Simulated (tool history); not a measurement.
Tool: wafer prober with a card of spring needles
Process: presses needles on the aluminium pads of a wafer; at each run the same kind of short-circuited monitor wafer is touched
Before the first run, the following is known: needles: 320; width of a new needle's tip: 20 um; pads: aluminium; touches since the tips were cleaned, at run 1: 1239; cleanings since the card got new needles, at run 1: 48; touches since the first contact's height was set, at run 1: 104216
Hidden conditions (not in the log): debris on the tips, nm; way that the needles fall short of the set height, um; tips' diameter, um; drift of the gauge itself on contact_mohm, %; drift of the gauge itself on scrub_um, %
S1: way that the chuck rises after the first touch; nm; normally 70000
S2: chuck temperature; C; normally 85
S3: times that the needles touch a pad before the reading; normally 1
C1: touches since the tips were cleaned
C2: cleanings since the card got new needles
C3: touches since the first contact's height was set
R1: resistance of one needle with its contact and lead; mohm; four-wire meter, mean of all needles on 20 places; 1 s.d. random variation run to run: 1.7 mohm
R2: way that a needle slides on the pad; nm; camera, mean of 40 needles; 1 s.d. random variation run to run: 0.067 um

run	hour	S1	S2	S3	C1	C2	C3	R1	R2
1	0	70000	85	1	1239	48	104216	167	14840
# hour 3.8: tips cleaned on abrasive film
# hour 13.9: tips cleaned on abrasive film
# hour 22.5: tips cleaned on abrasive film
2	27.6	84000	85	1	1062	51	109945	163	17720
# hour 31.9: tips cleaned on abrasive film
# hour 42.6: tips cleaned on abrasive film
3	44.7	84000	85	1	436	53	113497	163	17820
# hour 52.8: tips cleaned on abrasive film
# hour 61.4: tips cleaned on abrasive film
4	67.2	84000	85	1	1211	55	118183	165	17770
# hour 71.5: tips cleaned on abrasive film
# hour 80.1: tips cleaned on abrasive film
# hour 88.7: tips cleaned on abrasive film
5	93.8	70000	85	1	1075	58	123720	167	14850
# hour 97.6: tips cleaned on abrasive film
# hour 108.1: tips cleaned on abrasive film
6	113.8	70000	85	1	1188	60	127863	167	14890
# hour 118: tips cleaned on abrasive film
# hour 128.1: tips cleaned on abrasive film
7	130.9	70000	85	1	579	62	131418	166	14800
# hour 138.2: tips cleaned on abrasive film
# hour 148.9: tips cleaned on abrasive film
# hour 158.3: tips cleaned on abrasive film
8	158.3	78000	85	1	0	65	137109	165	16400
# hour 167.8: tips cleaned on abrasive film
# hour 177.8: tips cleaned on abrasive film
9	178.9	78000	105	1	227	67	141407	166	16430
# hour 187.4: tips cleaned on abrasive film
# hour 197.4: tips cleaned on abrasive film
10	205.2	78000	105	1	1644	69	146895	166	16440
# hour 207.1: tips cleaned on abrasive film
# hour 216.9: tips cleaned on abrasive film
# hour 227.1: tips cleaned on abrasive film
11	234.9	78000	105	1	1640	72	153061	166	16530
# hour 237.1: tips cleaned on abrasive film
# hour 246.6: tips cleaned on abrasive film
# hour 256.8: tips cleaned on abrasive film
12	259.1	70000	85	1	477	75	158080	166	14840
# hour 267: tips cleaned on abrasive film
# hour 276.8: tips cleaned on abrasive film
13	282.9	70000	85	1	1263	77	163032	168	14810
# hour 287.2: tips cleaned on abrasive film
# hour 297: tips cleaned on abrasive film
14	300.9	70000	85	1	821	79	166787	167	14700
# hour 306.2: tips cleaned on abrasive film
# hour 315.2: tips cleaned on abrasive film
15	315.2	70000	85	1	0	81	169754	166	14770
# hour 326: tips cleaned on abrasive film
16	329.8	70000	85	1	798	82	172783	168	14780
# hour 335.5: tips cleaned on abrasive film
# hour 345.8: tips cleaned on abrasive film
# hour 355.8: tips cleaned on abrasive film
17	361.3	68000	59	2	1161	85	179352	160	14250
# hour 365.7: tips cleaned on abrasive film
# hour 376.1: tips cleaned on abrasive film
18	378.4	78000	59	1	493	87	182898	158	16500
# hour 386.7: tips cleaned on abrasive film
# hour 389.1: height of the first contact set anew
# hour 397: tips cleaned on abrasive film
19	402.9	58000	32	3	1227	89	2873	160	12210
# hour 407.2: tips cleaned on abrasive film
# hour 416.9: tips cleaned on abrasive film
20	421.2	58000	32	3	907	91	6686	164	12120
# hour 425.5: tips cleaned on abrasive film
# hour 436: tips cleaned on abrasive film
# hour 445.3: tips cleaned on abrasive film
21	445.3	61000	118	1	0	94	11681	182	12700
# hour 454.8: tips cleaned on abrasive film
# hour 464.1: tips cleaned on abrasive film
22	465.9	86000	33	1	387	96	15972	154	18050
# hour 473.8: tips cleaned on abrasive film
# hour 484: tips cleaned on abrasive film
# hour 493: tips cleaned on abrasive film
23	493	90000	38	2	0	99	21594	151	18900
# hour 502.4: tips cleaned on abrasive film
# hour 511.6: tips cleaned on abrasive film
24	516.4	90000	38	2	1000	101	26471	153	18840
# hour 520.7: tips cleaned on abrasive film
# hour 530.6: tips cleaned on abrasive film
# hour 539.4: tips cleaned on abrasive film
25	543.5	64000	31	2	860	104	32106	160	13390
# hour 549.5: tips cleaned on abrasive film
# hour 559.5: tips cleaned on abrasive film
# hour 569.8: tips cleaned on abrasive film
26	577.8	88000	60	2	1687	107	39247	154	18330
# hour 579.5: tips cleaned on abrasive film
# hour 589.8: tips cleaned on abrasive film
# hour 598.6: tips cleaned on abrasive film
# hour 608.9: tips cleaned on abrasive film
27	608.9	88000	60	2	0	111	45707	159	18520
# hour 619.5: tips cleaned on abrasive film
# hour 628.9: tips cleaned on abrasive film
28	628.9	85000	42	2	0	113	49868	155	17610

Predict each of these 5 candidate next runs independently; none follows another, all start after run 28:
# hour 638.7: tips cleaned on abrasive film
A	644.4	83000	85	1	1201	114	53102	?	?
# hour 638.7: tips cleaned on abrasive film
B	644.4	62000	49	2	1201	114	53102	?	?
# hour 638.7: tips cleaned on abrasive film
C	644.4	87000	42	2	1201	114	53102	?	?
# hour 638.7: tips cleaned on abrasive film
D	644.4	70000	42	2	1201	114	53102	?	?
# hour 638.7: tips cleaned on abrasive film
E	644.4	85000	49	2	1201	114	53102	?	?

run	R1	R2
A	167	17310
B	163	12920
C	157	18160
D	158	14650
E	156	17560
What these runs would have given with no unlogged condition in the tool:
run	R1	R2
A	167	17700
B	163	13210
C	157	18570
D	158	14980
E	156	17950
